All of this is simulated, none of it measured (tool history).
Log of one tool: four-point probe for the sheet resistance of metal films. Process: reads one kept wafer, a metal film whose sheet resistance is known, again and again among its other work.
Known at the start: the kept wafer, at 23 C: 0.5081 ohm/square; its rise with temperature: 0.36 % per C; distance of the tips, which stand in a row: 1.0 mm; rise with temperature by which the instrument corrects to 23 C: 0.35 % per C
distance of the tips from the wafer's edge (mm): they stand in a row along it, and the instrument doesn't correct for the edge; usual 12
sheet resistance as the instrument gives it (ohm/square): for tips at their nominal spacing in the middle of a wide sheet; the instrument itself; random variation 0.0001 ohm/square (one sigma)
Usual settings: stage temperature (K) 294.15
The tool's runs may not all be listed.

run	hour	stage temperature (K)	distance of the tips from the wafer's edge (mm)	sheet resistance as the instrument gives it (ohm/square)
1	0.0	294.15	12	0.512666
# hour 27.2: stage's thermometer calibrated
2	40.5	294.15	10	0.511673
3	92.7	294.15	28	0.509299
4	129.6	294.15	12	0.510974
5	161.5	299.15	12	0.511360
6	195.0	299.15	12	0.511318
7	232.3	307.15	12	0.511920
8	256.9	295.15	29	0.509680
9	288.1	298.15	5	0.520455
10	328.8	298.15	5	0.520433
11	371.1	298.15	5	0.520513
12	407.7	303.15	21	0.510734

4 ways to go on from here, each from the tool as it stands after run 12. What would each give?
A	438.0	292.15	21	?
B	438.0	294.15	27	?
C	438.0	304.15	21	?
D	438.0	294.15	45	?

run	sheet resistance as the instrument gives it (ohm/square)
A	0.510123
B	0.509767
C	0.510912
D	0.509834
Without the tool's hidden state the same runs would have given:
run	sheet resistance as the instrument gives it (ohm/square)
A	0.508490
B	0.508136
C	0.509280
D	0.508202

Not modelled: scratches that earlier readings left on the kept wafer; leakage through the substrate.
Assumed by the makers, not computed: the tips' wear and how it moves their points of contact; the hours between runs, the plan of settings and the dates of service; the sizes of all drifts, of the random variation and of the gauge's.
